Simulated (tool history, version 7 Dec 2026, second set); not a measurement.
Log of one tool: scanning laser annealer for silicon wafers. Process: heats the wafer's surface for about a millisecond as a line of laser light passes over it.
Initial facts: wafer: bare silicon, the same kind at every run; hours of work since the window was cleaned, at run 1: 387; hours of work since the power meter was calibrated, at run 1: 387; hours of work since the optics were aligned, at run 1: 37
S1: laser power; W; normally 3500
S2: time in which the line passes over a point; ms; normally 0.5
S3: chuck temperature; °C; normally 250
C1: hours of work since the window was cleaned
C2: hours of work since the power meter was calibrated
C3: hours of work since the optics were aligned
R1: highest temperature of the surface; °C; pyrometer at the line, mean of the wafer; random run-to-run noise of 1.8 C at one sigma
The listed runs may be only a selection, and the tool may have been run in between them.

run	hour	S1	S2	S3	C1	C2	C3	R1
1	0	3500	0.5	250	387	387	37	985
2	10.2	3500	0.497	250	395	395	45	982
3	23	3500	0.497	250	405	405	55	983
4	34.5	3500	0.497	250	413	413	64	985
5	46.9	3500	0.5	287	423	423	73	1023
6	55.1	3500	0.5	287	429	429	79	1020
7	67.6	3500	0.513	250	439	439	89	993
8	81.1	3500	0.513	250	449	449	99	993
9	90.2	3500	0.5	250	456	456	106	984
10	101.8	3500	0.5	250	465	465	115	982
11	108	3500	0.592	250	469	469	119	1049
12	120.5	3500	0.592	250	479	479	129	1049
13	127	3500	0.5	250	484	484	134	984
# hour 132.7: optics aligned, line set to its width
14	138.4	3500	0.5	270	489	489	4	1002
15	151.1	3500	0.5	270	498	498	14	1003
16	160.3	3500	0.5	270	505	505	21	1001
17	167.2	3500	0.5	270	510	510	26	1002
18	177.5	3500	0.5	270	518	518	34	1001
19	186.1	3500	0.5	250	525	525	41	980
20	196.8	3500	0.5	250	533	533	49	981
# hour 206.9: optics aligned, line set to its width, once more
21	208.8	3500	0.437	250	538	538	2	934
22	217.4	3500	0.437	237	545	545	8	921
23	227.9	3500	0.437	237	553	553	16	919
24	238.4	3712	0.487	250	561	561	24	1013
25	250.4	3266	0.426	249	570	570	33	874
26	256.7	3266	0.51	259	575	575	38	948
27	262.4	3266	0.51	259	579	579	42	950
28	275.9	3266	0.51	259	589	589	52	946
29	287.2	3266	0.51	259	598	598	61	946
30	296.9	3266	0.51	259	605	605	68	949
31	308.4	3211	0.388	264	614	614	77	850
32	316.6	3621	0.461	232	620	620	83	954
33	326.4	3480	0.453	227	627	627	91	917
34	339.8	3500	0.353	266	638	638	101	873
35	349.9	3500	0.353	266	645	645	109	871
36	361.2	3128	0.5	250	654	654	117	900
37	368.3	3128	0.417	280	659	659	123	870
38	379.4	3847	0.5	250	668	668	131	1045
39	391.1	3326	0.5	242	677	677	140	933
40	399.3	3326	0.5	242	683	683	146	929
41	407.7	3069	0.498	230	689	689	152	867

Had the tool no unlogged condition, and each run kept its random variation, what would the results have been?
Hidden state at play: light that passes the window, % of a clean one's; laser's true power over the reading, %; width of the line over the set one, %; drift of the gauge itself on peak_c, C.
run	R1
1	998
2	995
3	996
4	998
5	1037
6	1034
7	1008
8	1008
9	999
10	998
11	1066
12	1067
13	1000
14	1019
15	1020
16	1018
17	1020
18	1019
19	999
20	1000
21	950
22	937
23	935
24	1032
25	889
26	966
27	968
28	964
29	964
30	968
31	866
32	974
33	936
34	890
35	889
36	920
37	888
38	1069
39	954
40	950
41	887
